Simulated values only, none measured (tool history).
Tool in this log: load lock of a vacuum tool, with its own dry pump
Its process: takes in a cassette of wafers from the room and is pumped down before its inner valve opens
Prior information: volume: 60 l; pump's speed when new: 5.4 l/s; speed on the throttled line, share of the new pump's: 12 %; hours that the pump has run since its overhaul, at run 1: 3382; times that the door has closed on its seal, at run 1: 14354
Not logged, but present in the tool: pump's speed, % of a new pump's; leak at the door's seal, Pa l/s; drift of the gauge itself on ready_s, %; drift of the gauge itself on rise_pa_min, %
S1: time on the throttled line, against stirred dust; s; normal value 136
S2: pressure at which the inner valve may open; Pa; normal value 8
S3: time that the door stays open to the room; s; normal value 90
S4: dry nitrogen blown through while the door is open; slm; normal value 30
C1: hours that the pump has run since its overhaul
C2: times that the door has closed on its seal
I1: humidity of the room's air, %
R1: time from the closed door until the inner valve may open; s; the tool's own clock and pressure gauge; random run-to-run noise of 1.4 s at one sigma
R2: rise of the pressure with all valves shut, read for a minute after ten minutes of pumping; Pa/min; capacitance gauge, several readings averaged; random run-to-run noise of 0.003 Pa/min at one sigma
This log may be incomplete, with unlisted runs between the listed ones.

run 1 hour=0.0 | S1=136 S2=8 S3=90 S4=30 | C1=3382 C2=14354 | I1=44.4 | R1=225.2 R2=0.062
run 2 hour=115.4 | S1=136 S2=8 S3=90 S4=30 | C1=3498 C2=14748 | I1=46.3 | R1=228.2 R2=0.060
run 3 hour=253.1 | S1=136 S2=8 S3=90 S4=30 | C1=3635 C2=15217 | I1=44.8 | R1=229.5 R2=0.064
run 4 hour=393.3 | S1=182 S2=8 S3=90 S4=30 | C1=3776 C2=15695 | I1=46.4 | R1=268.5 R2=0.061
run 5 hour=573.9 | S1=182 S2=8 S3=90 S4=30 | C1=3956 C2=16310 | I1=46.7 | R1=265.9 R2=0.064
run 6 hour=711.5 | S1=182 S2=8 S3=90 S4=30 | C1=4094 C2=16780 | I1=45.4 | R1=266.7 R2=0.072
run 7 hour=875.2 | S1=86 S2=8 S3=90 S4=30 | C1=4258 C2=17338 | I1=42.3 | R1=183.9 R2=0.069
run 8 hour=1049.1 | S1=136 S2=8 S3=90 S4=30 | C1=4431 C2=17930 | I1=45.1 | R1=227.6 R2=0.076
run 9 hour=1156.1 | S1=136 S2=8 S3=90 S4=30 | C1=4538 C2=18295 | I1=43.2 | R1=227.4 R2=0.073
run 10 hour=1325.5 | S1=136 S2=8 S3=82 S4=30 | C1=4708 C2=18873 | I1=44.6 | R1=227.8 R2=0.077
run 11 hour=1430.7 | S1=170 S2=10 S3=90 S4=30 | C1=4813 C2=19231 | I1=41.8 | R1=255.6 R2=0.080

Estimate the outcome of run 12 from the log above:
run 12 hour=1595.3 | S1=170 S2=10 S3=90 S4=30 | C1=4978 C2=19792 | I1=44.1 | R1=? R2=?

R1: 253.5 s
R2: 0.085 Pa/min
On a tool with no hidden condition, and with the same random variation, this run would have come out at R1 251.7 s, R2 0.019 Pa/min.

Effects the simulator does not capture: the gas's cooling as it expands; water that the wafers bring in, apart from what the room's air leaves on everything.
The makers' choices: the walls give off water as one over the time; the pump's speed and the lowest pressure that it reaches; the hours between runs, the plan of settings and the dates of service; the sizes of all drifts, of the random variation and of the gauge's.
